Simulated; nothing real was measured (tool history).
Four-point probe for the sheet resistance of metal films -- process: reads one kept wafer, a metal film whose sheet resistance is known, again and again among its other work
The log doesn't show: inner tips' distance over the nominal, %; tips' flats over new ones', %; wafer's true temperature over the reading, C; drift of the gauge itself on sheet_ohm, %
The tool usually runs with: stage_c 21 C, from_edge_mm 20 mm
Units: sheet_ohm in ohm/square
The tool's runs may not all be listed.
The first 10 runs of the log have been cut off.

| run | hour | stage_c | from_edge_mm | touches since the probe head was changed | hours of work since the stage's thermometer was calibrated | sheet_ohm |
|---|---|---|---|---|---|---|
| 11 | 406.6 | 25 | 20 | 36169 | 1027 | 0.033232 |
| 12 | 455.9 | 21 | 20 | 36762 | 1056 | 0.033295 |
| 13 | 506.3 | 18 | 20 | 37369 | 1087 | 0.033362 |
| 14 | 550.7 | 18 | 20 | 37902 | 1113 | 0.033351 |
| 15 | 590.4 | 18 | 20 | 38379 | 1137 | 0.033362 |
| 16 | 619.5 | 21 | 20 | 38730 | 1155 | 0.0333 |
| 17 | 684.1 | 21 | 20 | 39506 | 1193 | 0.033302 |
| 18 | 727.1 | 21 | 8 | 40023 | 1219 | 0.03354 |
| 19 | 763.7 | 18 | 7 | 40464 | 1241 | 0.033668 |
| 20 | 803.7 | 22 | 41 | 40944 | 1265 | 0.03325 |
| 21 | 842.8 | 22 | 35 | 41414 | 1289 | 0.03326 |

Run 22 is up next; what results do you expect?
| 22 | 895.6 | 24 | 3 | 42050 | 1320 | ? |

{"run 22": {"sheet_ohm": 0.035085}}
Had the tool carried no hidden state, the very same run would have given sheet_ohm 0.035271 ohm/square.
